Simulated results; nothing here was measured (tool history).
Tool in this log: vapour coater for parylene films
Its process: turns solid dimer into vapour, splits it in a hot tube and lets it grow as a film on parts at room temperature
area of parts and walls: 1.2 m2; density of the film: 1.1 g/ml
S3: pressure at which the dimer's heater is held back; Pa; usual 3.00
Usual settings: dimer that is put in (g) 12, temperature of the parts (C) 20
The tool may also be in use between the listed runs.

Run 1, hour 0.0: usual settings. Result: thickness of the film (um) 6.98.
Run 2, hour 12.3: usual settings. Result: thickness of the film (um) 6.92.
Run 3, hour 25.5: usual settings. Result: thickness of the film (um) 7.01.
Run 4, hour 36.1: usual settings. Result: thickness of the film (um) 6.88.
At hour 54.3: trap's valve overhauled.
Run 5, hour 58.2: usual settings but dimer that is put in (g) 19. Result: thickness of the film (um) 11.58.
Run 6, hour 75.5: usual settings but dimer that is put in (g) 19. Result: thickness of the film (um) 11.68.
Run 7, hour 83.8: usual settings. Result: thickness of the film (um) 7.38.
Run 8, hour 93.4: usual settings. Result: thickness of the film (um) 7.28.
Run 9, hour 112.0: usual settings but dimer that is put in (g) 8. Result: thickness of the film (um) 4.89.
Run 10, hour 131.6: usual settings but dimer that is put in (g) 8. Result: thickness of the film (um) 4.96.
Run 11, hour 146.8: usual settings. Result: thickness of the film (um) 7.26.
Run 12, hour 164.0: usual settings. Result: thickness of the film (um) 7.27.
Run 13, hour 180.7: usual settings. Result: thickness of the film (um) 7.27.
Run 14, hour 189.7: usual settings. Result: thickness of the film (um) 7.23.
Run 15, hour 205.6: usual settings but dimer that is put in (g) 20. Result: thickness of the film (um) 12.09.
Run 16, hour 215.1: usual settings but dimer that is put in (g) 20. Result: thickness of the film (um) 12.09.
Run 17, hour 228.0: usual settings but dimer that is put in (g) 11, temperature of the parts (C) 15, S3 5.80 Pa. Result: thickness of the film (um) 7.38.
Run 18, hour 248.0: usual settings but dimer that is put in (g) 11, temperature of the parts (C) 15, S3 5.80 Pa. Result: thickness of the film (um) 7.33.
Run 19, hour 264.7: usual settings but dimer that is put in (g) 7, temperature of the parts (C) 29, S3 6.90 Pa. Result: thickness of the film (um) 2.47.
Run 20, hour 279.3: usual settings but dimer that is put in (g) 7, temperature of the parts (C) 29, S3 6.90 Pa. Result: thickness of the film (um) 2.47.
Run 21, hour 293.2: usual settings but dimer that is put in (g) 9, temperature of the parts (C) 13, S3 3.61 Pa. Result: thickness of the film (um) 6.46.
Run 22, hour 306.4: usual settings but dimer that is put in (g) 11, S3 9.46 Pa. Result: thickness of the film (um) 5.34.
Run 23, hour 319.4: usual settings but dimer that is put in (g) 17, temperature of the parts (C) 19, S3 9.46 Pa. Result: thickness of the film (um) 8.57.
Run 24, hour 338.8: usual settings but dimer that is put in (g) 17, temperature of the parts (C) 19, S3 9.46 Pa. Result: thickness of the film (um) 8.53.
Run 25, hour 352.5: usual settings but dimer that is put in (g) 17, temperature of the parts (C) 19, S3 9.46 Pa. Result: thickness of the film (um) 8.69.
Run 26, hour 363.0: usual settings but temperature of the parts (C) 14, S3 11.66 Pa. Result: thickness of the film (um) 7.18.
Run 27, hour 377.7: usual settings but temperature of the parts (C) 14, S3 11.66 Pa. Result: thickness of the film (um) 7.20.
Run 28, hour 389.1: usual settings but dimer that is put in (g) 6, temperature of the parts (C) 12, S3 7.78 Pa. Result: thickness of the film (um) 4.17.
Run 29, hour 398.7: usual settings but dimer that is put in (g) 14, temperature of the parts (C) 23. Result: thickness of the film (um) 7.02.

3 ways to go on from here, each from the tool as it stands after run 29. What would each give?
Run A, hour 411.5: usual settings but temperature of the parts (C) 12, S3 8.30 Pa. Result: thickness of the film (um) ?.
Run B, hour 411.5: usual settings but dimer that is put in (g) 13, temperature of the parts (C) 14. Result: thickness of the film (um) ?.
Run C, hour 411.5: usual settings but dimer that is put in (g) 20, temperature of the parts (C) 29, S3 2.89 Pa. Result: thickness of the film (um) ?.

run  thickness of the film (um)
  A                        8.30
  B                        9.13
  C                        7.85
Without the tool's unlogged condition, the same runs would have read:
run  thickness of the film (um)
  A                        8.97
  B                        9.68
  C                        8.51
